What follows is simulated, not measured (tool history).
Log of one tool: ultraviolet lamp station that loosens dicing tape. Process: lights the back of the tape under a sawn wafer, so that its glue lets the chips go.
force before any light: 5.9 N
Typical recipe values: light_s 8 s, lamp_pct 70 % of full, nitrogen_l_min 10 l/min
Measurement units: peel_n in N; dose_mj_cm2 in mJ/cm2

run,hour,light_s,lamp_pct,nitrogen_l_min,peel_n,dose_mj_cm2
1,0.0,8,70,10,1.090,268
2,89.1,7,70,10,1.394,231
3,186.7,7,70,10,1.395,225
4,286.2,7,70,10,1.503,219
5,371.1,7,70,10,1.548,214
# hour 415.8: window cleaned of glue's vapour
6,448.8,7,70,10,1.745,195
7,515.6,7,70,10,1.766,191
8,575.4,7,70,10,1.808,187
9,619.3,7,70,10,1.796,187
10,691.6,7,70,10,1.846,179
11,739.7,9,67,3,2.514,220
12,798.1,8,76,10,1.508,219
# hour 852.2: window cleaned of glue's vapour, once more
13,885.2,9,70,10,0.951,293
14,975.9,4,80,9,2.456,147
15,1056.2,4,80,9,2.524,138
16,1121.9,8,76,9,1.196,265
# hour 1135.2: lamp changed
17,1213.5,6,71,10,1.158,262

4 ways to go on from here, each from the tool as it stands after run 17. What would each give?
A,1284.6,6,70,10,?,?
B,1284.6,6,71,7,?,?
C,1284.6,5,71,9,?,?
D,1284.6,9,81,4,?,?

run,peel_n,dose_mj_cm2
A,1.185,260
B,1.447,260
C,1.610,217
D,0.910,441
The same runs, with their run-to-run variation unchanged, on a tool lacking any hidden condition would have given:
run,peel_n,dose_mj_cm2
A,1.015,287
B,1.258,287
C,1.414,239
D,0.764,487

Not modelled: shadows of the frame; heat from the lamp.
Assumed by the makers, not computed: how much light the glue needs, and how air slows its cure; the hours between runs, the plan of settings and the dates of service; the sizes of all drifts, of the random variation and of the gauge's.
